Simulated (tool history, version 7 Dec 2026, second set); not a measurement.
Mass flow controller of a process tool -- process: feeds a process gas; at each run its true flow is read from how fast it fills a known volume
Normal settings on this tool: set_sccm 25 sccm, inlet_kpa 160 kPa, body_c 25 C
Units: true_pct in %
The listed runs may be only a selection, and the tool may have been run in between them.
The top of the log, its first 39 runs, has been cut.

run 40 hour=4205.9 | set_sccm=20 inlet_kpa=227 body_c=23 | true_pct=101.10
run 41 hour=4355.0 | set_sccm=25 inlet_kpa=146 body_c=21 | true_pct=101.67
run 42 hour=4475.6 | set_sccm=28 inlet_kpa=160 body_c=25 | true_pct=102.02
run 43 hour=4567.3 | set_sccm=28 inlet_kpa=160 body_c=25 | true_pct=102.13
run 44 hour=4664.1 | set_sccm=17 inlet_kpa=146 body_c=37 | true_pct=102.68
run 45 hour=4808.4 | set_sccm=17 inlet_kpa=146 body_c=37 | true_pct=102.96
run 46 hour=4962.0 | set_sccm=13 inlet_kpa=146 body_c=36 | true_pct=103.08
run 47 hour=5050.5 | set_sccm=13 inlet_kpa=146 body_c=36 | true_pct=103.17

Here are 4 independent what-if runs from the current tool condition. What would each one return?
run A hour=5152.4 | set_sccm=25 inlet_kpa=158 body_c=30 | true_pct=?
run B hour=5152.4 | set_sccm=6 inlet_kpa=223 body_c=22 | true_pct=?
run C hour=5152.4 | set_sccm=24 inlet_kpa=257 body_c=25 | true_pct=?
run D hour=5152.4 | set_sccm=13 inlet_kpa=215 body_c=36 | true_pct=?

run=A true_pct=102.57
run=B true_pct=103.82
run=C true_pct=101.58
run=D true_pct=102.73
Stripped of hidden state, with their random variation kept, the same runs would have yielded:
run=A true_pct=99.02
run=B true_pct=96.92
run=C true_pct=97.99
run=D true_pct=98.21
